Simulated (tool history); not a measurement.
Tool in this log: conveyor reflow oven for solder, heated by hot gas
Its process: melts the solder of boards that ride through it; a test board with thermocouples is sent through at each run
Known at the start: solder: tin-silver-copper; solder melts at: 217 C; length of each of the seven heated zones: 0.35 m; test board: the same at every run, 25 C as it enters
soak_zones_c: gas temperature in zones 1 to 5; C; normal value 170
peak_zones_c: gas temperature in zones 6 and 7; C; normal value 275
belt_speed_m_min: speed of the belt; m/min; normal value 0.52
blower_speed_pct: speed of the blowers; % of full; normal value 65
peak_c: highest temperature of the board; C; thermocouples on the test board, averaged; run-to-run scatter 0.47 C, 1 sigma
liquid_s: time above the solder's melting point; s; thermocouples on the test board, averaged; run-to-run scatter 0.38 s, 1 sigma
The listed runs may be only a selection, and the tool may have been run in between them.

Run 1, hour 0: usual settings. Result: peak_c 255.7 C, liquid_s 60.5 s.
Run 2, hour 5.9: usual settings. Result: peak_c 255.7 C, liquid_s 60.7 s.
Run 3, hour 14.9: usual settings. Result: peak_c 255.6 C, liquid_s 60.6 s.
Run 4, hour 20.8: usual settings but peak_zones_c 265 C. Result: peak_c 247 C, liquid_s 53.1 s.
Run 5, hour 31.2: usual settings but peak_zones_c 265 C. Result: peak_c 246.9 C, liquid_s 53.1 s.
Run 6, hour 36.5: usual settings but peak_zones_c 265 C. Result: peak_c 246.3 C, liquid_s 53.3 s.
Run 7, hour 41: usual settings but soak_zones_c 160 C. Result: peak_c 253.1 C, liquid_s 55.5 s.
Run 8, hour 51.3: usual settings but soak_zones_c 160 C. Result: peak_c 253.6 C, liquid_s 55.8 s.
Run 9, hour 57: usual settings but soak_zones_c 160 C, peak_zones_c 272 C. Result: peak_c 250.3 C, liquid_s 53.2 s.
Run 10, hour 61.9: usual settings but peak_zones_c 270 C. Result: peak_c 250.7 C, liquid_s 58 s.
Run 11, hour 67.7: usual settings but peak_zones_c 270 C. Result: peak_c 250.7 C, liquid_s 57.5 s.
Run 12, hour 73.7: usual settings but peak_zones_c 270 C. Result: peak_c 250.6 C, liquid_s 57.2 s.
Run 13, hour 82.2: usual settings. Result: peak_c 254.6 C, liquid_s 60.1 s.
Run 14, hour 86.7: usual settings but soak_zones_c 156 C. Result: peak_c 252.6 C, liquid_s 53.6 s.
Run 15, hour 91.9: usual settings but soak_zones_c 177 C. Result: peak_c 256.5 C, liquid_s 63.4 s.
Run 16, hour 98.1: usual settings but soak_zones_c 182 C, peak_zones_c 265 C, belt_speed_m_min 0.591 m/min, blower_speed_pct 61 % of full. Result: peak_c 243.6 C, liquid_s 46.6 s.
Run 17, hour 106.4: usual settings but peak_zones_c 289 C. Result: peak_c 267.2 C, liquid_s 68 s.
Run 18, hour 116.8: usual settings but soak_zones_c 172 C, peak_zones_c 269 C. Result: peak_c 249.9 C, liquid_s 57.9 s.
Run 19, hour 123.2: usual settings but soak_zones_c 172 C, peak_zones_c 269 C. Result: peak_c 249.8 C, liquid_s 57.8 s.
Run 20, hour 130.4: usual settings but soak_zones_c 164 C, peak_zones_c 267 C. Result: peak_c 247.1 C, liquid_s 52.3 s.
Run 21, hour 140.3: usual settings but soak_zones_c 164 C, peak_zones_c 276 C, belt_speed_m_min 0.481 m/min. Result: peak_c 258.1 C, liquid_s 65.4 s.
Run 22, hour 147.3: usual settings but soak_zones_c 164 C, peak_zones_c 276 C, belt_speed_m_min 0.481 m/min. Result: peak_c 257.2 C, liquid_s 66.3 s.
Run 23, hour 156.4: usual settings but soak_zones_c 161 C, peak_zones_c 270 C, belt_speed_m_min 0.49 m/min, blower_speed_pct 61 % of full. Result: peak_c 250.4 C, liquid_s 57 s.
Run 24, hour 170.8: usual settings but peak_zones_c 274 C. Result: peak_c 253.8 C, liquid_s 60.6 s.
Run 25, hour 179.6: usual settings but peak_zones_c 273 C. Result: peak_c 253.9 C, liquid_s 58.6 s.
Run 26, hour 186.1: usual settings but soak_zones_c 159 C, peak_zones_c 285 C, belt_speed_m_min 0.486 m/min, blower_speed_pct 74 % of full. Result: peak_c 267.5 C, liquid_s 70.3 s.
Run 27, hour 191.5: usual settings but soak_zones_c 177 C, peak_zones_c 267 C, belt_speed_m_min 0.511 m/min, blower_speed_pct 87 % of full. Result: peak_c 255.6 C, liquid_s 67 s.
Run 28, hour 201.2: usual settings but soak_zones_c 162 C. Result: peak_c 254.3 C, liquid_s 56.5 s.
Run 29, hour 207.2: usual settings but soak_zones_c 162 C, peak_zones_c 278 C, belt_speed_m_min 0.595 m/min, blower_speed_pct 61 % of full. Result: peak_c 248.3 C, liquid_s 44.5 s.
Run 30, hour 211.5: usual settings but soak_zones_c 184 C, peak_zones_c 274 C, belt_speed_m_min 0.462 m/min, blower_speed_pct 75 % of full. Result: peak_c 263.9 C, liquid_s 81.5 s.

Withheld: 1 entry from between the runs. Position of each, and hidden state at the listed run before versus the listed run after:
After run 23, before run 24: flux residue cleaned out of gas plates and filters (hour 164.2)
  heat that the gas passes to the board, % of a clean oven's: 99.6 -> 100

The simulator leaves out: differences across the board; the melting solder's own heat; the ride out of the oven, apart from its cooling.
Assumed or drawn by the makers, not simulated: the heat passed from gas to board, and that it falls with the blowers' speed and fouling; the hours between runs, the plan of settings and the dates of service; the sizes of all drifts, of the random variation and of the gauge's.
